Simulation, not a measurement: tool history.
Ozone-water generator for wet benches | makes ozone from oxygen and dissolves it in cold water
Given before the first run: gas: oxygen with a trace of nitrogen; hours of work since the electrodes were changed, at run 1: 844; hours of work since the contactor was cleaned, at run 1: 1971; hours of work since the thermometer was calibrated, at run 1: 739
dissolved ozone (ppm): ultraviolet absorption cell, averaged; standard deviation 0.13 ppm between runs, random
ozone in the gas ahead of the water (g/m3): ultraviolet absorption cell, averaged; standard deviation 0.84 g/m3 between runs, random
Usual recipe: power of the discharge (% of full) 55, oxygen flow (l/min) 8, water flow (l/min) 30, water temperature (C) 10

run   hour  power of the discharge (% of full)  oxygen flow (l/min)  water flow (l/min)  water temperature (C)  hours of work since the electrodes were changed  hours of work since the contactor was cleaned  hours of work since the thermometer was calibrated  dissolved ozone (ppm)  ozone in the gas ahead of the water (g/m3)
  1      0                                  55                    8                  30                     10                                              844                                           1971                                                 739                   12.3                                       133.3
  2   27.7                                  55                    8                  30                     10                                              868                                           1995                                                 763                   12.1                                       133.4
  3   53.1                                  55                    8                  23                     10                                              890                                           2017                                                 785                   15.6                                       133.9
  4     76                                  55                 6.01                  30                     10                                              910                                           2037                                                 805                   11.5                                       149.8
  5  101.4                                  55                    8                  30                     10                                              932                                           2059                                                 827                   12.2                                         132
  6  117.6                                  55                    8                  30                     10                                              946                                           2073                                                 841                   12.1                                       132.8
  7  149.4                                  55                    8                  30                     10                                              974                                           2101                                                 869                   12.3                                       133.5
  8  169.8                                  55                 8.71                  20                     15                                              992                                           2119                                                 886                     16                                       128.2
  9  203.2                                  62                 8.48                  36                     18                                             1021                                           2148                                                 915                     10                                       140.1
 10  229.4                                  62                 8.48                  36                     18                                             1044                                           2171                                                 938                     10                                       138.5
 11  243.1                                  58                 8.48                  24                     18                                             1055                                           2183                                                 950                   13.3                                       134.3
 12  266.6                                  84                    8                  27                     10                                             1076                                           2203                                                 971                   16.5                                       165.2

5 options for the next run, each taken on its own from the tool as it stands now. Forecast them:
  A  284.5                                  55                 5.23                  19                     10                                             1091                                           2219                                                 986                      ?                                           ?
  B  284.5                                  84                    8                  20                     18                                             1091                                           2219                                                 986                      ?                                           ?
  C  284.5                                  84                    8                  27                     11                                             1091                                           2219                                                 986                      ?                                           ?
  D  284.5                                  76                    8                  24                      6                                             1091                                           2219                                                 986                      ?                                           ?
  E  284.5                                  84                    8                  23                     10                                             1091                                           2219                                                 986                      ?                                           ?

run  dissolved ozone (ppm)  ozone in the gas ahead of the water (g/m3)
  A                   16.6                                         156
  B                   18.4                                       165.5
  C                   16.2                                       166.3
  D                   18.4                                       159.7
  E                   18.9                                       166.4
Had the tool no hidden state, the same runs would have come out as:
run  dissolved ozone (ppm)  ozone in the gas ahead of the water (g/m3)
  A                   17.7                                       158.3
  B                   19.7                                       168.5
  C                   17.5                                       169.3
  D                   19.8                                       162.5
  E                   20.3                                       169.5

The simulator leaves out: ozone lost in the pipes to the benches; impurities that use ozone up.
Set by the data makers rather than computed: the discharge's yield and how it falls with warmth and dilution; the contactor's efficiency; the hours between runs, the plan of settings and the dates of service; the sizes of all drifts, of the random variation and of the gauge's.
